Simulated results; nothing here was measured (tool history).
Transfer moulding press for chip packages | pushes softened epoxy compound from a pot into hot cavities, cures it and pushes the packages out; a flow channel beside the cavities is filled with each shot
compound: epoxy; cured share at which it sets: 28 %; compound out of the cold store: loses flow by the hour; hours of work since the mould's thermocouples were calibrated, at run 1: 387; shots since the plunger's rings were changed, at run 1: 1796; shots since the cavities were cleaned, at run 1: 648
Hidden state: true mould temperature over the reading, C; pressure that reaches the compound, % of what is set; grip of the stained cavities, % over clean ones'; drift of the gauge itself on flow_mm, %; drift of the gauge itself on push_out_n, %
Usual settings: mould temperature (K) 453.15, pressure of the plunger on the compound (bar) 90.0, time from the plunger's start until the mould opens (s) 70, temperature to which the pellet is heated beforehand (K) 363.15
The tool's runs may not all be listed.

run,hour,mould temperature (K),pressure of the plunger on the compound (bar),time from the plunger's start until the mould opens (s),temperature to which the pellet is heated beforehand (K),hours of work since the mould's thermocouples were calibrated,shots since the plunger's rings were changed,shots since the cavities were cleaned,incoming compound's hours out of the cold store,length that the compound runs in the flow channel (mm),greatest force on the pins that push the packages out (N)
1,0.0,453.15,90.0,70,363.15,387,1796,648,47.9,765,683
# hour 8.5: cavities cleaned with cleaning compound and waxed
2,14.3,453.15,90.0,70,363.15,395,2014,98,11.4,952,455
3,40.6,453.15,90.0,70,363.15,413,2464,548,34.3,819,634
# hour 56.4: cavities cleaned with cleaning compound and waxed
4,58.1,453.15,90.0,70,363.15,424,2738,30,27.4,856,387
# hour 63.7: plunger's sealing rings changed
5,85.8,453.15,85.8,70,363.15,440,378,460,37.6,809,621
6,98.8,453.15,85.8,70,363.15,449,599,681,26.2,857,652
# hour 106.4: cavities cleaned with cleaning compound and waxed
7,120.2,453.15,85.8,70,363.15,462,940,236,21.7,880,527
8,142.8,453.15,85.8,70,363.15,478,1326,622,19.4,891,665
# hour 153.1: cavities cleaned with cleaning compound and waxed
9,161.8,453.15,85.8,70,363.15,489,1625,149,34.0,807,485
10,185.5,453.15,85.8,70,363.15,505,2029,553,40.1,773,642
# hour 201.3: cavities cleaned with cleaning compound and waxed
11,208.9,453.15,90.0,80,363.15,520,2404,130,8.7,959,420
12,220.5,453.15,90.0,80,363.15,527,2601,327,43.7,773,500
# hour 233.0: plunger's sealing rings changed
13,238.2,453.15,69.6,70,363.15,538,87,587,41.4,711,614
# hour 250.2: cavities cleaned with cleaning compound and waxed
14,261.6,453.15,69.6,70,363.15,552,462,196,34.6,739,492
15,279.7,455.15,93.6,70,363.15,564,770,504,10.6,980,610
# hour 297.5: cavities cleaned with cleaning compound and waxed
16,299.9,455.15,93.6,70,363.15,577,1091,42,43.2,804,357
17,325.7,453.15,90.0,98,355.15,594,1531,482,39.2,806,513
# hour 345.2: cavities cleaned with cleaning compound and waxed
18,351.9,453.15,69.2,98,355.15,611,1953,115,25.3,765,401
19,366.7,453.15,83.0,88,354.15,621,2206,368,35.3,787,512
20,380.2,456.15,69.5,89,363.15,630,2437,599,19.5,784,538
# hour 392.3: cavities cleaned with cleaning compound and waxed
# hour 404.3: plunger's sealing rings changed
21,407.5,456.15,69.5,89,363.15,645,55,217,30.4,752,425
22,429.3,456.15,69.5,89,357.15,660,428,590,19.7,796,561
# hour 441.3: cavities cleaned with cleaning compound and waxed
23,441.8,455.15,85.6,70,357.15,667,614,7,42.5,773,335
24,463.8,455.15,72.1,92,364.15,682,991,384,39.1,717,473
# hour 472.1: mould's thermocouples calibrated
25,480.9,455.15,72.1,92,364.15,6,1249,642,15.0,829,558
# hour 490.7: cavities cleaned with cleaning compound and waxed
26,506.4,455.15,90.0,59,363.15,22,1659,268,39.7,799,657
27,520.7,451.15,90.0,57,363.15,32,1904,513,44.3,782,1078
# hour 538.0: cavities cleaned with cleaning compound and waxed
28,541.1,455.15,96.1,57,363.15,44,2225,52,14.0,954,574

Hidden state at the last listed run before each entry between runs and at the first one after, where it differs:
Between runs 1 and 2: cavities cleaned with cleaning compound and waxed (hour 8.5)
  true mould temperature over the reading, C: 0.65 -> 0.67; pressure that reaches the compound, % of what is set: 95.7 -> 95.18; grip of the stained cavities, % over clean ones': 84.4 -> 24.5
  measured less the result without the state, length that the compound runs in the flow channel (mm): -18 -> -25; greatest force on the pins that push the packages out (N): +304 -> +79
Between runs 3 and 4: cavities cleaned with cleaning compound and waxed (hour 56.4)
  true mould temperature over the reading, C: 0.71 -> 0.73; pressure that reaches the compound, % of what is set: 94.09 -> 93.48; grip of the stained cavities, % over clean ones': 77.3 -> 8.4
  measured less the result without the state, length that the compound runs in the flow channel (mm): -27 -> -31; greatest force on the pins that push the packages out (N): +268 -> +20
Between runs 4 and 5: plunger's sealing rings changed (hour 63.7)
  true mould temperature over the reading, C: 0.73 -> 0.77; pressure that reaches the compound, % of what is set: 93.48 -> 99.02; grip of the stained cavities, % over clean ones': 8.4 -> 69.7
  measured less the result without the state, length that the compound runs in the flow channel (mm): -31 -> -6; greatest force on the pins that push the packages out (N): +20 -> +243
Between runs 6 and 7: cavities cleaned with cleaning compound and waxed (hour 106.4)
  true mould temperature over the reading, C: 0.79 -> 0.82; pressure that reaches the compound, % of what is set: 98.51 -> 97.69; grip of the stained cavities, % over clean ones': 85.6 -> 43.4
  measured less the result without the state, length that the compound runs in the flow channel (mm): -9 -> -12; greatest force on the pins that push the packages out (N): +288 -> +146
Between runs 8 and 9: cavities cleaned with cleaning compound and waxed (hour 153.1)
  true mould temperature over the reading, C: 0.86 -> 0.88; pressure that reaches the compound, % of what is set: 96.8 -> 96.07; grip of the stained cavities, % over clean ones': 81.4 -> 30.7
  measured less the result without the state, length that the compound runs in the flow channel (mm): -17 -> -18; greatest force on the pins that push the packages out (N): +287 -> +101
Between runs 10 and 11: cavities cleaned with cleaning compound and waxed (hour 201.3)
  true mould temperature over the reading, C: 0.92 -> 0.95; pressure that reaches the compound, % of what is set: 95.18 -> 94.3; grip of the stained cavities, % over clean ones': 79.2 -> 26.2
  measured less the result without the state, length that the compound runs in the flow channel (mm): -21 -> -32; greatest force on the pins that push the packages out (N): +272 -> +79
Between runs 12 and 13: plunger's sealing rings changed (hour 233.0)
  true mould temperature over the reading, C: 0.97 -> 0.99; pressure that reaches the compound, % of what is set: 93.84 -> 99.76; grip of the stained cavities, % over clean ones': 53.5 -> 77.9
  measured less the result without the state, length that the compound runs in the flow channel (mm): -28 -> -3; greatest force on the pins that push the packages out (N): +169 -> +257
Between runs 13 and 14: cavities cleaned with cleaning compound and waxed (hour 250.2)
  true mould temperature over the reading, C: 0.99 -> 1.03; pressure that reaches the compound, % of what is set: 99.76 -> 98.88; grip of the stained cavities, % over clean ones': 77.9 -> 39.4
  measured less the result without the state, length that the compound runs in the flow channel (mm): -3 -> -6; greatest force on the pins that push the packages out (N): +257 -> +125
Between runs 15 and 16: cavities cleaned with cleaning compound and waxed (hour 297.5)
  true mould temperature over the reading, C: 1.06 -> 1.08; pressure that reaches the compound, % of what is set: 98.14 -> 97.36; grip of the stained cavities, % over clean ones': 75 -> 10.2
  measured less the result without the state, length that the compound runs in the flow channel (mm): -12 -> -13; greatest force on the pins that push the packages out (N): +246 -> +24
Between runs 17 and 18: cavities cleaned with cleaning compound and waxed (hour 345.2)
  true mould temperature over the reading, C: 1.12 -> 1.16; pressure that reaches the compound, % of what is set: 96.31 -> 95.34; grip of the stained cavities, % over clean ones': 71.2 -> 26
  measured less the result without the state, length that the compound runs in the flow channel (mm): -18 -> -21; greatest force on the pins that push the packages out (N): +212 -> +82
Between runs 20 and 21: cavities cleaned with cleaning compound and waxed (hour 392.3); plunger's sealing rings changed (hour 404.3)
  true mould temperature over the reading, C: 1.2 -> 1.24; pressure that reaches the compound, % of what is set: 94.26 -> 99.27; grip of the stained cavities, % over clean ones': 81.1 -> 45.8
  measured less the result without the state, length that the compound runs in the flow channel (mm): -26 -> -6; greatest force on the pins that push the packages out (N): +243 -> +132
Between runs 22 and 23: cavities cleaned with cleaning compound and waxed (hour 441.3)
  true mould temperature over the reading, C: 1.27 -> 1.29; pressure that reaches the compound, % of what is set: 98.46 -> 97.97; grip of the stained cavities, % over clean ones': 83 -> 2.1
  measured less the result without the state, length that the compound runs in the flow channel (mm): -9 -> -11; greatest force on the pins that push the packages out (N): +253 -> -5
Between runs 24 and 25: mould's thermocouples calibrated (hour 472.1)
  true mould temperature over the reading, C: 1.32 -> -0.53; pressure that reaches the compound, % of what is set: 97.06 -> 96.44; grip of the stained cavities, % over clean ones': 61.6 -> 83.4
  measured less the result without the state, length that the compound runs in the flow channel (mm): -14 -> -14; greatest force on the pins that push the packages out (N): +182 -> +256
Between runs 25 and 26: cavities cleaned with cleaning compound and waxed (hour 490.7)
  true mould temperature over the reading, C: -0.53 -> -0.49; pressure that reaches the compound, % of what is set: 96.44 -> 95.37; grip of the stained cavities, % over clean ones': 83.4 -> 50.1
  measured less the result without the state, length that the compound runs in the flow channel (mm): -14 -> -18; greatest force on the pins that push the packages out (N): +256 -> +231
Between runs 27 and 28: cavities cleaned with cleaning compound and waxed (hour 538.0)
  true mould temperature over the reading, C: -0.47 -> -0.44; pressure that reaches the compound, % of what is set: 94.77 -> 94.03; grip of the stained cavities, % over clean ones': 74.5 -> 12.2
  measured less the result without the state, length that the compound runs in the flow channel (mm): -20 -> -29; greatest force on the pins that push the packages out (N): +476 -> +77
